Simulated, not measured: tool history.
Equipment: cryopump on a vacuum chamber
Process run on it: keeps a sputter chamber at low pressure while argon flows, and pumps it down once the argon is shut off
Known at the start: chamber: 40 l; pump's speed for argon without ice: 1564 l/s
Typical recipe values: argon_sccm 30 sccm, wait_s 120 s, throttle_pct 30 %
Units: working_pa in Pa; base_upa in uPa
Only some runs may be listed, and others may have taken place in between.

| run | hour | argon_sccm | wait_s | throttle_pct | working_pa | base_upa |
|---|---|---|---|---|---|---|
| 1 | 0 | 30 | 120 | 30 | 0.1086 | 2.26 |
| 2 | 37 | 30 | 120 | 30 | 0.109 | 2.19 |
| 3 | 70 | 30 | 120 | 30 | 0.1102 | 2.3 |
| 4 | 88 | 30 | 120 | 30 | 0.1102 | 2.26 |
| 5 | 108.1 | 30 | 120 | 30 | 0.1106 | 2.22 |
| 6 | 145.5 | 30 | 120 | 30 | 0.1109 | 2.28 |
| 7 | 179.3 | 30 | 120 | 30 | 0.1105 | 2.28 |
| 8 | 205.7 | 30 | 22 | 17 | 0.1934 | 5.27 |
| 9 | 236.6 | 30 | 22 | 17 | 0.1946 | 5.35 |
| 10 | 273.4 | 12 | 22 | 57 | 0.0238 | 5.37 |
| 11 | 298.6 | 12 | 22 | 57 | 0.024 | 5.39 |
| 12 | 332.3 | 30 | 23 | 48 | 0.0717 | 5.11 |
| 13 | 348.6 | 30 | 195 | 48 | 0.0721 | 2.2 |
| 14 | 384.9 | 30 | 195 | 48 | 0.0727 | 2.22 |

Measured less the same run without the tool's hidden state. The same run-to-run variation is in both; the gauge's scatter may not be:
The tool's hidden condition here consists of: pump's speed, % of a pump's without ice; cold plate's temperature, K; leak into the chamber, uPa l/s; drift of the gauge itself on working_pa, %; drift of the gauge itself on base_upa, %.
| run | working_pa | base_upa |
|---|---|---|
| 1 | +0.0017 | +1.36 |
| 2 | +0.0019 | +1.33 |
| 3 | +0.0022 | +1.42 |
| 4 | +0.0023 | +1.4 |
| 5 | +0.0025 | +1.38 |
| 6 | +0.0028 | +1.43 |
| 7 | +0.0029 | +1.44 |
| 8 | +0.0032 | +1.43 |
| 9 | +0.0034 | +1.49 |
| 10 | +0.0015 | +1.5 |
| 11 | +0.0016 | +1.53 |
| 12 | +0.0042 | +1.5 |
| 13 | +0.0043 | +1.58 |
| 14 | +0.0046 | +1.6 |
